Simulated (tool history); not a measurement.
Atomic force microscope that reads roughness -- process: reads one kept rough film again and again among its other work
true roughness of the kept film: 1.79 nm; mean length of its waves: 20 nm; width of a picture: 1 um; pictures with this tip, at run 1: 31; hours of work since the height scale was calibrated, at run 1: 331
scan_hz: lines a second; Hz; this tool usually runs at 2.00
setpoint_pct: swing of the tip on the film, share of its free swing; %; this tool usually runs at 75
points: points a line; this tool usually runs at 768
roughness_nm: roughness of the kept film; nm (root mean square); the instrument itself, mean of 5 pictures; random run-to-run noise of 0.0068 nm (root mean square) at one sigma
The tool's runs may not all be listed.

| run | hour | scan_hz | setpoint_pct | points | pictures with this tip | hours of work since the height scale was calibrated | roughness_nm |
|---|---|---|---|---|---|---|---|
| 1 | 0.0 | 2.00 | 75 | 768 | 31 | 331 | 1.252 |
| 2 | 9.9 | 2.00 | 75 | 768 | 43 | 338 | 1.223 |
| 3 | 21.6 | 2.00 | 75 | 938 | 57 | 345 | 1.176 |
| 4 | 35.2 | 2.00 | 75 | 373 | 73 | 354 | 1.141 |
| 5 | 43.6 | 2.00 | 80 | 373 | 83 | 359 | 1.059 |
| 6 | 53.7 | 2.00 | 78 | 768 | 95 | 365 | 1.049 |
|  | 64.0 | new tip fitted |
| 7 | 70.0 | 2.00 | 75 | 387 | 7 | 375 | 1.301 |
| 8 | 76.6 | 2.00 | 75 | 387 | 15 | 380 | 1.279 |
| 9 | 88.0 | 2.00 | 75 | 768 | 29 | 387 | 1.255 |
| 10 | 99.1 | 2.00 | 75 | 768 | 42 | 394 | 1.210 |
| 11 | 115.0 | 2.00 | 75 | 768 | 62 | 404 | 1.167 |
| 12 | 128.6 | 2.00 | 75 | 768 | 78 | 413 | 1.130 |
| 13 | 138.2 | 2.00 | 75 | 768 | 89 | 419 | 1.102 |
| 14 | 145.0 | 3.28 | 75 | 768 | 98 | 423 | 1.000 |
|  | 153.0 | new tip fitted |
| 15 | 153.0 | 0.65 | 55 | 380 | 0 | 428 | 1.511 |
| 16 | 161.4 | 0.65 | 77 | 746 | 10 | 433 | 1.427 |
| 17 | 176.9 | 0.65 | 77 | 746 | 28 | 443 | 1.371 |
| 18 | 185.9 | 1.08 | 57 | 521 | 39 | 449 | 1.363 |
| 19 | 193.5 | 1.08 | 57 | 521 | 48 | 453 | 1.363 |
| 20 | 206.3 | 1.08 | 57 | 521 | 64 | 461 | 1.302 |
| 21 | 214.8 | 2.00 | 55 | 508 | 74 | 467 | 1.247 |
| 22 | 228.7 | 2.00 | 55 | 508 | 91 | 476 | 1.212 |
| 23 | 241.3 | 2.00 | 89 | 452 | 106 | 484 | 0.930 |
|  | 243.3 | new tip fitted |
| 24 | 257.8 | 2.00 | 73 | 768 | 17 | 494 | 1.309 |
| 25 | 273.3 | 2.00 | 58 | 824 | 36 | 504 | 1.359 |
| 26 | 283.2 | 2.00 | 62 | 824 | 48 | 510 | 1.306 |
| 27 | 298.1 | 2.00 | 59 | 692 | 66 | 519 | 1.253 |

Here are 4 independent what-if runs from the current tool condition. What would each one return?
| A | 306.6 | 1.24 | 88 | 353 | 76 | 525 | ? |
| B | 306.6 | 2.00 | 74 | 475 | 76 | 525 | ? |
| C | 306.6 | 0.80 | 59 | 692 | 76 | 525 | ? |
| D | 306.6 | 1.02 | 72 | 768 | 76 | 525 | ? |

| run | roughness_nm |
|---|---|
| A | 1.083 |
| B | 1.129 |
| C | 1.282 |
| D | 1.236 |
Without the tool's hidden state the same runs would have given:
| run | roughness_nm |
|---|---|
| A | 1.307 |
| B | 1.362 |
| C | 1.547 |
| D | 1.490 |
